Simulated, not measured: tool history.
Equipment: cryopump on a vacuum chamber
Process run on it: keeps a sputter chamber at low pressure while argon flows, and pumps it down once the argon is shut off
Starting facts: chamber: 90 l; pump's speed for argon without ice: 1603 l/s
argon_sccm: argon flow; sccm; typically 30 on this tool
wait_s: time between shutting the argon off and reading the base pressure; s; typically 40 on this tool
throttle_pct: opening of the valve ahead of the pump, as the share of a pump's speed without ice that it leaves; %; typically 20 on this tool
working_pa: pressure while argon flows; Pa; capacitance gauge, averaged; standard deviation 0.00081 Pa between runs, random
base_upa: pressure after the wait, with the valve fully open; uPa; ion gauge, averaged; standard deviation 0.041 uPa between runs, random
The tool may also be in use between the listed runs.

run 1 day=0.000 | argon_sccm=30 wait_s=40 throttle_pct=20 | working_pa=0.1588 base_upa=3.61
run 2 day=2.471 | argon_sccm=30 wait_s=40 throttle_pct=20 | working_pa=0.1590 base_upa=3.68
run 3 day=4.550 | argon_sccm=30 wait_s=40 throttle_pct=20 | working_pa=0.1585 base_upa=3.69
run 4 day=6.862 | argon_sccm=30 wait_s=40 throttle_pct=20 | working_pa=0.1627 base_upa=3.87
run 5 day=9.246 | argon_sccm=30 wait_s=40 throttle_pct=20 | working_pa=0.1636 base_upa=3.86
run 6 day=10.488 | argon_sccm=30 wait_s=40 throttle_pct=20 | working_pa=0.1642 base_upa=3.88
run 7 day=13.129 | argon_sccm=30 wait_s=40 throttle_pct=20 | working_pa=0.1640 base_upa=4.05
run 8 day=14.525 | argon_sccm=30 wait_s=40 throttle_pct=20 | working_pa=0.1660 base_upa=3.94
run 9 day=15.771 | argon_sccm=30 wait_s=40 throttle_pct=20 | working_pa=0.1657 base_upa=4.13
-- day=18.129 leaking fittings of the chamber tightened, without venting
run 10 day=18.379 | argon_sccm=17 wait_s=41 throttle_pct=40 | working_pa=0.0507 base_upa=2.48
run 11 day=20.175 | argon_sccm=17 wait_s=41 throttle_pct=40 | working_pa=0.0517 base_upa=2.50
run 12 day=22.271 | argon_sccm=30 wait_s=40 throttle_pct=20 | working_pa=0.1722 base_upa=2.65

Alternative continuations, all from the tool just after run 12; predict every row:
run A day=24.212 | argon_sccm=18 wait_s=40 throttle_pct=20 | working_pa=? base_upa=?
run B day=24.212 | argon_sccm=23 wait_s=37 throttle_pct=46 | working_pa=? base_upa=?
run C day=24.212 | argon_sccm=32 wait_s=40 throttle_pct=28 | working_pa=? base_upa=?

run=A working_pa=0.1047 base_upa=2.69
run=B working_pa=0.0638 base_upa=2.81
run=C working_pa=0.1352 base_upa=2.70
The same runs, with their run-to-run variation unchanged, on a tool lacking any hidden condition would have given:
run=A working_pa=0.0959 base_upa=2.47
run=B working_pa=0.0526 base_upa=2.60
run=C working_pa=0.1198 base_upa=2.48
